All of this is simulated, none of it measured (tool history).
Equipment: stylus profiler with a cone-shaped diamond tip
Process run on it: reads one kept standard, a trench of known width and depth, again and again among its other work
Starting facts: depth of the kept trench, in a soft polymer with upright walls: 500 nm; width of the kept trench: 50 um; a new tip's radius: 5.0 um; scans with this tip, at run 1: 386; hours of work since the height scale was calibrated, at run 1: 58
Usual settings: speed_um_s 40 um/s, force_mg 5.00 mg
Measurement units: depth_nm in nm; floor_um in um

run,hour,speed_um_s,force_mg,scans with this tip,hours of work since the height scale was calibrated,depth_nm,floor_um
1,0.0,40,5.00,386,58,513.82,45.42
2,18.2,40,5.00,456,68,514.05,45.43
3,31.2,40,5.00,505,75,513.83,45.45
4,40.9,40,5.00,542,81,513.96,45.52
5,53.6,40,5.00,591,88,514.06,45.45
6,66.3,40,5.00,639,95,513.94,45.43
7,74.5,40,1.69,671,100,506.87,45.37
8,87.4,40,11.04,720,108,523.96,45.50
9,101.6,24,3.91,774,116,511.71,45.50
10,116.4,21,2.70,831,124,509.23,45.52
# hour 118.7: height scale calibrated on a step standard
11,135.4,23,4.20,902,10,512.27,45.56
12,149.5,26,6.80,956,18,517.15,45.49
13,161.2,50,5.62,1000,24,515.45,45.35
14,175.0,50,5.62,1053,32,515.35,45.33
15,187.9,58,2.04,1102,40,508.07,45.27

What if the next run were any one of these 4? Each begins from the tool's condition after run 15:
A,206.6,14,9.65,1174,50,?,?
B,206.6,50,5.69,1174,50,?,?
C,206.6,110,5.00,1174,50,?,?
D,206.6,103,3.58,1174,50,?,?

run,depth_nm,floor_um
A,522.04,45.49
B,515.82,45.41
C,514.46,45.10
D,511.49,45.09
With the hidden condition removed and each run's random variation left untouched, the same runs would have given:
run,depth_nm,floor_um
A,521.58,45.56
B,515.36,45.49
C,514.01,45.18
D,511.04,45.16
